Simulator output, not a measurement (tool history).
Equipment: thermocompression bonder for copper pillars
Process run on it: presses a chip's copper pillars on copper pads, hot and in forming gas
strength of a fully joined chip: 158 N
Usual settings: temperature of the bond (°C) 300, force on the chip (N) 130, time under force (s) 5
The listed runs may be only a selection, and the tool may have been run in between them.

run    hour  temperature of the bond (°C)  force on the chip (N)  time under force (s)  force that shears a chip off (N)
  1     0.0                           300                    130                     5                              94.9
  2    51.7                           300                    130                     5                              92.7
  3   112.4                           300                    130                     5                              93.7
  4   158.6                           300                    130                     3                              78.1
  5   186.7                           300                    130                     3                              78.0
  6   217.5                           300                    130                     5                              91.6
  7   268.2                           300                    130                     5                              90.6
  8   331.2                           300                    130                     5                              91.5
  9   378.5                           300                    130                     5                              90.2
 10   410.7                           300                     78                     5                              60.4
 11   441.9                           300                    130                     6                              95.2
 12   487.4                           300                    130                     6                              94.5
 13   550.2                           300                    130                     6                              92.1
 14   610.0                           300                    130                     5                              84.8
 15   660.4                           300                    130                     5                              84.5
 16   689.8                           300                    130                     5                              84.9
 17   725.9                           300                    130                     5                              86.2
 18   780.9                           282                    130                     5                              70.9
 19   813.8                           282                    130                     5                              71.1
 20   851.1                           294                    130                     5                              78.3
 21   900.8                           284                    123                     5                              69.4
 22   948.2                           281                    171                    10                             100.3
 23  1010.1                           281                    125                    10                              92.1
 24  1062.0                           326                    130                     7                             115.7
 25  1123.4                           326                    130                     7                             117.1
 26  1165.6                           326                     88                     7                              91.5
 27  1197.4                           285                     98                     5                              60.0
 28  1234.0                           285                     98                     5                              59.7
 29  1277.7                           285                     98                     5                              59.3
 30  1337.8                           285                     98                     5                              59.4
 31  1367.1                           285                     98                     5                              57.5
 32  1419.0                           285                    149                     3                              68.7
 33  1470.8                           285                    149                     3                              66.2
 34  1525.2                           285                    149                     3                              67.2
 35  1561.7                           285                    149                     3                              66.9
 36  1621.1                           285                    149                     3                              65.7
 37  1657.5                           285                    149                     3                              65.7
 38  1688.8                           285                    149                     3                              65.5
 39  1752.2                           285                    149                     3                              65.6
 40  1799.1                           285                    149                     3                              63.0

Not shown: 1 entry that the log had between the listed runs. Between which runs, and how does the tool's hidden state differ before and after?
In the gap between runs 22 and 23: forming gas filter changed (hour 956.6)
  true temperature of the bond over the reading, C: -3.7 -> -4; force that reaches the chip, % of what is set: 95.8 -> 95.6; oxide that the forming gas leaves, % of the face: 11.67 -> 1.29
  difference, measured minus the result without the unlogged condition, force that shears a chip off (N): -18.2 -> -6.8

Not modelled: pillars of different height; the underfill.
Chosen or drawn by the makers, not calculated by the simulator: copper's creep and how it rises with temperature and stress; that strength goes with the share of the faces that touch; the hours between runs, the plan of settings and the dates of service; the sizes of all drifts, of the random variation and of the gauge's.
